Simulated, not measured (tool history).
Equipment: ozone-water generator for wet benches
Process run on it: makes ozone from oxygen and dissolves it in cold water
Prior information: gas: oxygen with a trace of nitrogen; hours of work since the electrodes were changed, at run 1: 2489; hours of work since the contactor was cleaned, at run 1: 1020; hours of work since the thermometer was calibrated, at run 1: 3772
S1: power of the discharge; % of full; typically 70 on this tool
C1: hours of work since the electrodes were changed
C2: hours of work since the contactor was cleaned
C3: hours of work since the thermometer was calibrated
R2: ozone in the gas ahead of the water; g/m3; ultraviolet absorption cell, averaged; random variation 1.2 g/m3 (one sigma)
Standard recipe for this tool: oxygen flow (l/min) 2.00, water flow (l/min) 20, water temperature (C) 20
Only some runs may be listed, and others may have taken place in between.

Run 1, hour 0.0: usual settings; C1 2489; C2 1020; C3 3772. Result: dissolved ozone (ppm) 12.2, R2 193.0 g/m3.
Run 2, hour 85.1: usual settings; C1 2573; C2 1104; C3 3857. Result: dissolved ozone (ppm) 12.3, R2 193.9 g/m3.
Run 3, hour 130.8: usual settings; C1 2619; C2 1150; C3 3902. Result: dissolved ozone (ppm) 12.3, R2 190.9 g/m3.
Run 4, hour 176.8: usual settings but water temperature (C) 12; C1 2665; C2 1195; C3 3948. Result: dissolved ozone (ppm) 12.9, R2 192.6 g/m3.
Run 5, hour 221.9: usual settings but water temperature (C) 12; C1 2709; C2 1240; C3 3993. Result: dissolved ozone (ppm) 12.8, R2 192.2 g/m3.
Run 6, hour 278.7: usual settings but water temperature (C) 12; C1 2766; C2 1297; C3 4049. Result: dissolved ozone (ppm) 12.8, R2 190.7 g/m3.
Run 7, hour 344.3: usual settings but water temperature (C) 21; C1 2831; C2 1362; C3 4115. Result: dissolved ozone (ppm) 11.8, R2 192.0 g/m3.
Run 8, hour 430.1: usual settings but S1 49 % of full, water temperature (C) 21; C1 2916; C2 1447; C3 4200. Result: dissolved ozone (ppm) 9.1, R2 145.3 g/m3.
Run 9, hour 487.1: usual settings but S1 49 % of full, water temperature (C) 21; C1 2973; C2 1504; C3 4257. Result: dissolved ozone (ppm) 9.1, R2 147.5 g/m3.
Run 10, hour 525.6: usual settings but S1 56 % of full, oxygen flow (l/min) 1.76; C1 3011; C2 1542; C3 4295. Result: dissolved ozone (ppm) 9.6, R2 169.3 g/m3.
Run 11, hour 568.9: usual settings but S1 56 % of full, oxygen flow (l/min) 1.76; C1 3054; C2 1585; C3 4338. Result: dissolved ozone (ppm) 9.7, R2 170.8 g/m3.
Run 12, hour 640.0: usual settings but S1 51 % of full, oxygen flow (l/min) 1.76, water flow (l/min) 26, water temperature (C) 17; C1 3125; C2 1656; C3 4409. Result: dissolved ozone (ppm) 7.1, R2 158.0 g/m3.

What does the tool deliver on the next run?
At hour 651.9: contactor cleaned.
Run 13, hour 692.0: usual settings but S1 51 % of full, oxygen flow (l/min) 1.76, water flow (l/min) 26, water temperature (C) 17; C1 3173; C2 40; C3 4456. Result: dissolved ozone (ppm) ?, R2 ?.

For run 13 the tool returned dissolved ozone (ppm) 7.0, R2 157.9 g/m3.
With no hidden state in the tool, this same run would have given dissolved ozone (ppm) 7.6, R2 168.6 g/m3.

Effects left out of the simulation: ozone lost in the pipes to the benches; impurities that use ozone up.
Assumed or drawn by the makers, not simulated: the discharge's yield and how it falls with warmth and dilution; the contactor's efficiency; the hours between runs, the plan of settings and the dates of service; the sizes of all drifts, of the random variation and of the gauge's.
